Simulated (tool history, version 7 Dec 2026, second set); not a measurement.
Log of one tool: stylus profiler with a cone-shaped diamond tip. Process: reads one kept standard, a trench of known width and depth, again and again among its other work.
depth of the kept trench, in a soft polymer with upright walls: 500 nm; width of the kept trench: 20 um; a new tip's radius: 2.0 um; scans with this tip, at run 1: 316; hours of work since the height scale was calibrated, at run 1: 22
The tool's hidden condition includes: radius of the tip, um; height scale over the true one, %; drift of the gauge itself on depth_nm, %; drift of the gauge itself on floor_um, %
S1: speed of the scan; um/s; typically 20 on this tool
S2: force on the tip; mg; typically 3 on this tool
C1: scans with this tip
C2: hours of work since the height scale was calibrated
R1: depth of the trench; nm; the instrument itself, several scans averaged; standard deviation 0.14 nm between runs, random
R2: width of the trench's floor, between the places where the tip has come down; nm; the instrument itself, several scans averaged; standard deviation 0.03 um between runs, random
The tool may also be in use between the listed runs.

{"run": 1, "hour": 0.0, "S1": 20, "S2": 3, "C1": 316, "C2": 22, "R1": 506.64, "R2": 17170}
{"run": 2, "hour": 59.1, "S1": 20, "S2": 3, "C1": 875, "C2": 61, "R1": 506.37, "R2": 17130}
{"run": 3, "hour": 113.2, "S1": 17, "S2": 3, "C1": 1386, "C2": 97, "R1": 506.25, "R2": 17140}
{"run": 4, "hour": 190.2, "S1": 47, "S2": 3, "C1": 2114, "C2": 148, "R1": 505.91, "R2": 16930}
{"run": 5, "hour": 249.8, "S1": 8, "S2": 3, "C1": 2676, "C2": 187, "R1": 506.2, "R2": 17020}
{"run": 6, "hour": 298.7, "S1": 10, "S2": 3, "C1": 3139, "C2": 219, "R1": 505.94, "R2": 16970}
{"run": 7, "hour": 388.6, "S1": 49, "S2": 3, "C1": 3988, "C2": 278, "R1": 505.68, "R2": 16770}
{"run": 8, "hour": 448.1, "S1": 20, "S2": 3, "C1": 4550, "C2": 318, "R1": 505.77, "R2": 16830}
{"run": 9, "hour": 531.3, "S1": 20, "S2": 3, "C1": 5336, "C2": 372, "R1": 505.53, "R2": 16860}
{"run": 10, "hour": 575.0, "S1": 20, "S2": 3, "C1": 5749, "C2": 401, "R1": 505.53, "R2": 16770}
{"run": 11, "hour": 622.3, "S1": 8, "S2": 1.08, "C1": 6196, "C2": 432, "R1": 502.25, "R2": 16730}
{"run": 12, "hour": 669.2, "S1": 39, "S2": 1.62, "C1": 6639, "C2": 463, "R1": 503.15, "R2": 16570}
{"run": 13, "hour": 709.8, "S1": 39, "S2": 1.62, "C1": 7023, "C2": 490, "R1": 502.99, "R2": 16500}
{"run": 14, "hour": 758.9, "S1": 10, "S2": 5.67, "C1": 7486, "C2": 522, "R1": 509.05, "R2": 16720}
{"run": 15, "hour": 841.1, "S1": 10, "S2": 3.83, "C1": 8262, "C2": 577, "R1": 506.66, "R2": 16660}
{"run": 16, "hour": 883.0, "S1": 8, "S2": 6.78, "C1": 8659, "C2": 604, "R1": 509.96, "R2": 16620}

The next listed run, before its measurement:
{"run": 17, "hour": 946.1, "S1": 8, "S2": 6.78, "C1": 9254, "C2": 646, "R1": "?", "R2": "?"}

{"run 17": {"R1": 509.57, "R2": 16590}}
Were there no unlogged condition in the tool, this run, its random variation unchanged, would have produced R1 511.17 nm, R2 17360 nm.
